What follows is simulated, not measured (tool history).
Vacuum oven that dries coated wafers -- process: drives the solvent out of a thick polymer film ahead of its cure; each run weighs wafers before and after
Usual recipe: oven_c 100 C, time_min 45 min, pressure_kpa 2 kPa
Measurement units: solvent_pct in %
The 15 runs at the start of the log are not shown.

run 16 hour=152.1 | oven_c=100 time_min=41 pressure_kpa=3.45 | solvent_pct=9.16
run 17 hour=166.2 | oven_c=100 time_min=41 pressure_kpa=3.45 | solvent_pct=9.28
run 18 hour=179.8 | oven_c=100 time_min=41 pressure_kpa=3.45 | solvent_pct=9.21
run 19 hour=191.8 | oven_c=100 time_min=41 pressure_kpa=3.45 | solvent_pct=9.16
run 20 hour=202.2 | oven_c=100 time_min=41 pressure_kpa=3.45 | solvent_pct=9.22
run 21 hour=213.4 | oven_c=100 time_min=41 pressure_kpa=3.45 | solvent_pct=9.22
run 22 hour=228.1 | oven_c=100 time_min=41 pressure_kpa=3.45 | solvent_pct=9.24
run 23 hour=238.6 | oven_c=90 time_min=34 pressure_kpa=4.54 | solvent_pct=15.61
run 24 hour=253.5 | oven_c=90 time_min=34 pressure_kpa=4.54 | solvent_pct=15.63
run 25 hour=267.6 | oven_c=104 time_min=34 pressure_kpa=5.42 | solvent_pct=11.38
run 26 hour=281.1 | oven_c=114 time_min=66 pressure_kpa=7.38 | solvent_pct=9.35
run 27 hour=293.3 | oven_c=114 time_min=33 pressure_kpa=3.22 | solvent_pct=5.55
run 28 hour=300.1 | oven_c=100 time_min=53 pressure_kpa=2 | solvent_pct=5.85
run 29 hour=311.7 | oven_c=100 time_min=37 pressure_kpa=2 | solvent_pct=7.2
-- hour=325.7 oven's thermocouples calibrated
run 30 hour=328.3 | oven_c=100 time_min=37 pressure_kpa=2 | solvent_pct=7.19
run 31 hour=336.2 | oven_c=100 time_min=37 pressure_kpa=2 | solvent_pct=7.13
run 32 hour=349.5 | oven_c=103 time_min=36 pressure_kpa=1.03 | solvent_pct=4.86
run 33 hour=360.5 | oven_c=112 time_min=29 pressure_kpa=1.32 | solvent_pct=4.24
run 34 hour=372.8 | oven_c=100 time_min=49 pressure_kpa=5.25 | solvent_pct=11.81
run 35 hour=379.4 | oven_c=87 time_min=23 pressure_kpa=5.25 | solvent_pct=18.39
run 36 hour=385.7 | oven_c=100 time_min=45 pressure_kpa=4.91 | solvent_pct=11.32
run 37 hour=399.7 | oven_c=100 time_min=23 pressure_kpa=4.91 | solvent_pct=13.17

Run 38 has not been measured yet. What should we expect?
run 38 hour=407.6 | oven_c=100 time_min=23 pressure_kpa=4.91 | solvent_pct=?

{"run 38": {"solvent_pct": 13.2}}
The same run, on a tool lacking any hidden state, would have yielded solvent_pct 12.73 %.
